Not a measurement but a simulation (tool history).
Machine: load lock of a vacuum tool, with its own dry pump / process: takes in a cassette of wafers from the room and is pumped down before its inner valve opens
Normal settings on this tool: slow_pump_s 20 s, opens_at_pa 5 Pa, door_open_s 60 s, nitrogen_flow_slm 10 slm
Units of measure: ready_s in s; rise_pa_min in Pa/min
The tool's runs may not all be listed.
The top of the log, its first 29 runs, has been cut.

run      day  slow_pump_s  opens_at_pa  door_open_s  nitrogen_flow_slm  incoming humidity of the room's air, %  ready_s  rise_pa_min
 30  113.188           20            5           60                 27                                    41.5     35.0        0.498
 31  117.571           31            6           39                  5                                    43.8     44.2        0.512
 32  122.729           31            6           39                  5                                    47.1     43.8        0.533
 33  126.017           16            6           42                 10                                    41.4     31.7        0.529
 34  130.229           16            6           42                 10                                    45.4     32.1        0.526
 35  132.617           16            6           42                 10                                    46.7     32.1        0.534
 36  136.533           16            6           42                 10                                    45.2     31.6        0.536
 37  141.588           20            4           32                 21                                    43.8     36.6        0.538
 38  144.592           20            4           32                 21                                    46.9     36.0        0.547

Here are 3 independent what-if runs from the current tool condition. What would each one return?
  A  148.712           20            4           32                  5                                    43.4        ?            ?
  B  148.712           20            4           32                  5                                    47.1        ?            ?
  C  148.712           20            5           60                  8                                    43.5        ?            ?

run  ready_s  rise_pa_min
  A     36.4        0.562
  B     35.7        0.560
  C     35.7        0.565
The same runs, with their run-to-run variation unchanged, on a tool lacking any hidden condition would have given:
run  ready_s  rise_pa_min
  A     34.6        0.051
  B     34.0        0.047
  C     34.0        0.047
